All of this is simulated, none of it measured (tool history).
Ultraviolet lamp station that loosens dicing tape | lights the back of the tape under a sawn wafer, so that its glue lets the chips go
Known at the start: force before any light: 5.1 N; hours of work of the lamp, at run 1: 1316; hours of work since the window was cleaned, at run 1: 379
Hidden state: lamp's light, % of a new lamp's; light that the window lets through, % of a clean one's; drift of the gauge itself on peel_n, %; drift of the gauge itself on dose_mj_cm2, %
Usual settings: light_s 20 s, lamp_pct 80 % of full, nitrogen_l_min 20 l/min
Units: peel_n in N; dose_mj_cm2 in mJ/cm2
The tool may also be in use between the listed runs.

run   hour  light_s  lamp_pct  nitrogen_l_min  hours of work of the lamp  hours of work since the window was cleaned  peel_n  dose_mj_cm2
  1    0.0       20        80              20                       1316                                         379   0.275          287
  2   41.1       15        80              20                       1341                                         405   0.436          208
  3   72.1       15        80              20                       1361                                         424   0.442          207
  4  112.3       15        80              20                       1386                                         449   0.433          212
  5  145.4       16        80              20                       1407                                         470   0.385          226
  6  188.6       16        80              20                       1434                                         497   0.387          224
  7  251.9       16        80              20                       1474                                         537   0.397          220
  8  291.6       18        80              30                       1498                                         562   0.267          251
  9  340.4       30        64              16                       1529                                         592   0.239          334
 10  403.8       24        96              12                       1569                                         632   0.219          401
     462.0  -- window cleaned of glue's vapour
 11  471.2       19        94              20                       1611                                           6   0.242          316
 12  515.8       19        94              20                       1639                                          34   0.234          312

3 ways to go on from here, each from the tool as it stands after run 12. What would each give?
  A  577.3       14        66              20                       1677                                          72       ?            ?
  B  577.3       29        97              35                       1677                                          72       ?            ?
  C  577.3       15        94              20                       1677                                          72       ?            ?

run  peel_n  dose_mj_cm2
  A   0.722          163
  B   0.174          494
  C   0.312          248
Without the tool's hidden state the same runs would have given:
run  peel_n  dose_mj_cm2
  A   0.719          163
  B   0.174          496
  C   0.311          248

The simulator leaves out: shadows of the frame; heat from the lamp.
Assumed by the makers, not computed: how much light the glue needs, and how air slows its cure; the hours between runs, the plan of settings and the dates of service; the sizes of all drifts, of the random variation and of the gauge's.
